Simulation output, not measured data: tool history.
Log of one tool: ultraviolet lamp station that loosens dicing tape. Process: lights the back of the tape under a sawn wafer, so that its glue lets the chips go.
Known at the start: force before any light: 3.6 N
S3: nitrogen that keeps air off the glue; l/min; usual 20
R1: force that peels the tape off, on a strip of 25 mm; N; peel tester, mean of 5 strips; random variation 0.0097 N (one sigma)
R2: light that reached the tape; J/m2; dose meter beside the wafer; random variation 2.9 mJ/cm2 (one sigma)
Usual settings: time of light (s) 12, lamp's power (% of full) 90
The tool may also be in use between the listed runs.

run 1 hour=0 | time_of_light_(s)=12 lamp's_power_(%_of_full)=90 S3=20 | R1=0.405 R2=4100
run 2 hour=7.7 | time_of_light_(s)=12 lamp's_power_(%_of_full)=90 S3=20 | R1=0.419 R2=4110
run 3 hour=18.9 | time_of_light_(s)=12 lamp's_power_(%_of_full)=90 S3=20 | R1=0.395 R2=4060
run 4 hour=25 | time_of_light_(s)=12 lamp's_power_(%_of_full)=90 S3=20 | R1=0.418 R2=4060
run 5 hour=33 | time_of_light_(s)=12 lamp's_power_(%_of_full)=90 S3=20 | R1=0.416 R2=4070
run 6 hour=45 | time_of_light_(s)=12 lamp's_power_(%_of_full)=90 S3=20 | R1=0.405 R2=4100
run 7 hour=54.9 | time_of_light_(s)=12 lamp's_power_(%_of_full)=90 S3=20 | R1=0.423 R2=4110
run 8 hour=61.4 | time_of_light_(s)=12 lamp's_power_(%_of_full)=90 S3=7 | R1=0.62 R2=4120
run 9 hour=69.5 | time_of_light_(s)=12 lamp's_power_(%_of_full)=90 S3=7 | R1=0.635 R2=4060
run 10 hour=76.6 | time_of_light_(s)=12 lamp's_power_(%_of_full)=90 S3=7 | R1=0.617 R2=4080
run 11 hour=84.7 | time_of_light_(s)=12 lamp's_power_(%_of_full)=90 S3=7 | R1=0.615 R2=4110
run 12 hour=96.5 | time_of_light_(s)=12 lamp's_power_(%_of_full)=90 S3=7 | R1=0.656 R2=4090
run 13 hour=102.2 | time_of_light_(s)=12 lamp's_power_(%_of_full)=73 S3=20 | R1=0.571 R2=3360
run 14 hour=114.3 | time_of_light_(s)=12 lamp's_power_(%_of_full)=73 S3=20 | R1=0.57 R2=3270
run 15 hour=122.6 | time_of_light_(s)=10 lamp's_power_(%_of_full)=66 S3=40 | R1=0.715 R2=2500
run 16 hour=133 | time_of_light_(s)=11 lamp's_power_(%_of_full)=61 S3=11 | R1=1.02 R2=2520
run 17 hour=144.1 | time_of_light_(s)=11 lamp's_power_(%_of_full)=61 S3=11 | R1=1.046 R2=2580
run 18 hour=153.2 | time_of_light_(s)=11 lamp's_power_(%_of_full)=61 S3=11 | R1=1.01 R2=2570
run 19 hour=161.2 | time_of_light_(s)=8 lamp's_power_(%_of_full)=74 S3=13 | R1=1.129 R2=2230

Forecast run 20:
run 20 hour=171.7 | time_of_light_(s)=8 lamp's_power_(%_of_full)=74 S3=13 | R1=? R2=?

Run 20 gave R1 1.095 N, R2 2240 J/m2.
Without the tool's hidden state the same run would have given R1 1.094 N, R2 2240 J/m2.

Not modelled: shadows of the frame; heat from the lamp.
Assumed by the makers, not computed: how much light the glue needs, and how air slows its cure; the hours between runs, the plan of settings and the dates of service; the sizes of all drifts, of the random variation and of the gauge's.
